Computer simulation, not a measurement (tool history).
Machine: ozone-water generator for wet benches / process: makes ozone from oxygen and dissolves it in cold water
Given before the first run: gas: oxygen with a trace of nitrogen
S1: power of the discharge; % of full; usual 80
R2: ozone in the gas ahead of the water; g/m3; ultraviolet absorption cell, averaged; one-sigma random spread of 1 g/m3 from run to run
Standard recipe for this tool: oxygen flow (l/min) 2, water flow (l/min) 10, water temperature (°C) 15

Run 1, hour 0: usual settings. Result: dissolved ozone (ppm) 18.1, R2 170.2 g/m3.
Run 2, hour 38.4: usual settings but water flow (l/min) 8. Result: dissolved ozone (ppm) 21.4, R2 170.1 g/m3.
Run 3, hour 78.1: usual settings. Result: dissolved ozone (ppm) 18.2, R2 170.4 g/m3.
Run 4, hour 159.5: usual settings. Result: dissolved ozone (ppm) 18, R2 173.2 g/m3.
Run 5, hour 235.5: usual settings. Result: dissolved ozone (ppm) 17.9, R2 170 g/m3.
Run 6, hour 274.4: usual settings but water flow (l/min) 9. Result: dissolved ozone (ppm) 19.6, R2 171.1 g/m3.
Run 7, hour 314.3: usual settings but water flow (l/min) 9. Result: dissolved ozone (ppm) 19.7, R2 171.9 g/m3.
Run 8, hour 383.7: usual settings but water flow (l/min) 9, water temperature (°C) 14. Result: dissolved ozone (ppm) 19.6, R2 171.6 g/m3.
Run 9, hour 450.4: usual settings. Result: dissolved ozone (ppm) 17.9, R2 169.4 g/m3.
At hour 456.2: water thermometer calibrated.
Run 10, hour 496: usual settings. Result: dissolved ozone (ppm) 17.9, R2 171.8 g/m3.
Run 11, hour 567.5: usual settings. Result: dissolved ozone (ppm) 17.9, R2 169.1 g/m3.
Run 12, hour 621.3: usual settings. Result: dissolved ozone (ppm) 17.6, R2 170.2 g/m3.
Run 13, hour 669.7: usual settings. Result: dissolved ozone (ppm) 17.7, R2 168.4 g/m3.
At hour 682.5: water thermometer calibrated, once more.
Run 14, hour 739.9: usual settings. Result: dissolved ozone (ppm) 18.2, R2 169.2 g/m3.
Run 15, hour 788.8: usual settings but water flow (l/min) 9. Result: dissolved ozone (ppm) 19.5, R2 171 g/m3.
Run 16, hour 837.4: usual settings but water flow (l/min) 9. Result: dissolved ozone (ppm) 19.4, R2 168.9 g/m3.
Run 17, hour 914.5: usual settings but water flow (l/min) 9. Result: dissolved ozone (ppm) 18.9, R2 169.7 g/m3.
Run 18, hour 951.8: usual settings but S1 76 % of full. Result: dissolved ozone (ppm) 17.4, R2 166.2 g/m3.
Run 19, hour 1011.7: usual settings but S1 76 % of full, oxygen flow (l/min) 1.92, water temperature (°C) 7. Result: dissolved ozone (ppm) 18.7, R2 165.5 g/m3.
Run 20, hour 1053.7: usual settings but S1 48 % of full, oxygen flow (l/min) 1.69, water temperature (°C) 7. Result: dissolved ozone (ppm) 14.1, R2 137.1 g/m3.
Run 21, hour 1136.2: usual settings but S1 85 % of full, oxygen flow (l/min) 1.33, water flow (l/min) 14, water temperature (°C) 12. Result: dissolved ozone (ppm) 12, R2 203.6 g/m3.
Run 22, hour 1174.8: usual settings but S1 56 % of full, oxygen flow (l/min) 1.33, water flow (l/min) 14, water temperature (°C) 20. Result: dissolved ozone (ppm) 9.1, R2 163.4 g/m3.
Run 23, hour 1229.7: usual settings but S1 56 % of full, oxygen flow (l/min) 1.33, water flow (l/min) 14, water temperature (°C) 20. Result: dissolved ozone (ppm) 9.1, R2 163.9 g/m3.
Run 24, hour 1286: usual settings but S1 56 % of full, oxygen flow (l/min) 1.33, water flow (l/min) 14, water temperature (°C) 20. Result: dissolved ozone (ppm) 9, R2 163.2 g/m3.
Run 25, hour 1343.4: usual settings but water flow (l/min) 15, water temperature (°C) 7. Result: dissolved ozone (ppm) 13.3, R2 167.6 g/m3.
Run 26, hour 1411.4: usual settings but S1 77 % of full, oxygen flow (l/min) 1.57, water flow (l/min) 7, water temperature (°C) 23. Result: dissolved ozone (ppm) 19.2, R2 180.4 g/m3.
Run 27, hour 1488.1: usual settings but S1 77 % of full, oxygen flow (l/min) 1.57, water flow (l/min) 7, water temperature (°C) 23. Result: dissolved ozone (ppm) 19.1, R2 181.1 g/m3.
Run 28, hour 1570.6: usual settings but S1 77 % of full, oxygen flow (l/min) 1.57, water flow (l/min) 7, water temperature (°C) 23. Result: dissolved ozone (ppm) 19.6, R2 178.9 g/m3.
Run 29, hour 1639.6: usual settings but S1 77 % of full, oxygen flow (l/min) 1.57, water flow (l/min) 7, water temperature (°C) 23. Result: dissolved ozone (ppm) 19.2, R2 179.6 g/m3.
Run 30, hour 1688.6: usual settings but S1 73 % of full, oxygen flow (l/min) 1.27, water flow (l/min) 9, water temperature (°C) 14. Result: dissolved ozone (ppm) 15.9, R2 189.9 g/m3.
Run 31, hour 1739.1: usual settings but S1 67 % of full, oxygen flow (l/min) 1.62, water flow (l/min) 9, water temperature (°C) 22. Result: dissolved ozone (ppm) 14.9, R2 166.4 g/m3.
Run 32, hour 1787.2: usual settings but S1 68 % of full, oxygen flow (l/min) 3.07. Result: dissolved ozone (ppm) 17.5, R2 131.3 g/m3.

Branching from run 32: 5 alternative next runs. What would each branch give?
Run A, hour 1839.6: usual settings but S1 93 % of full, oxygen flow (l/min) 1.29, water temperature (°C) 19. Result: dissolved ozone (ppm) ?, R2 ?.
Run B, hour 1839.6: usual settings but S1 68 % of full, oxygen flow (l/min) 3.07. Result: dissolved ozone (ppm) ?, R2 ?.
Run C, hour 1839.6: usual settings but S1 68 % of full, oxygen flow (l/min) 3.07, water flow (l/min) 7, water temperature (°C) 9. Result: dissolved ozone (ppm) ?, R2 ?.
Run D, hour 1839.6: usual settings but S1 75 % of full, oxygen flow (l/min) 2.59, water flow (l/min) 8. Result: dissolved ozone (ppm) ?, R2 ?.
Run E, hour 1839.6: usual settings but oxygen flow (l/min) 1.59, water temperature (°C) 12. Result: dissolved ozone (ppm) ?, R2 ?.

run  dissolved ozone (ppm)     R2
  A                   15.8  211.4
  B                   17.2  130.8
  C                   24.5  131.8
  D                   20.8  145.2
  E                   16.7  180.7
With the hidden condition removed and each run's random variation left untouched, the same runs would have given:
run  dissolved ozone (ppm)     R2
  A                   17.8  230.2
  B                   19.2  140.6
  C                   27.1  141.7
  D                   23.2  156.8
  E                   18.8  195.7
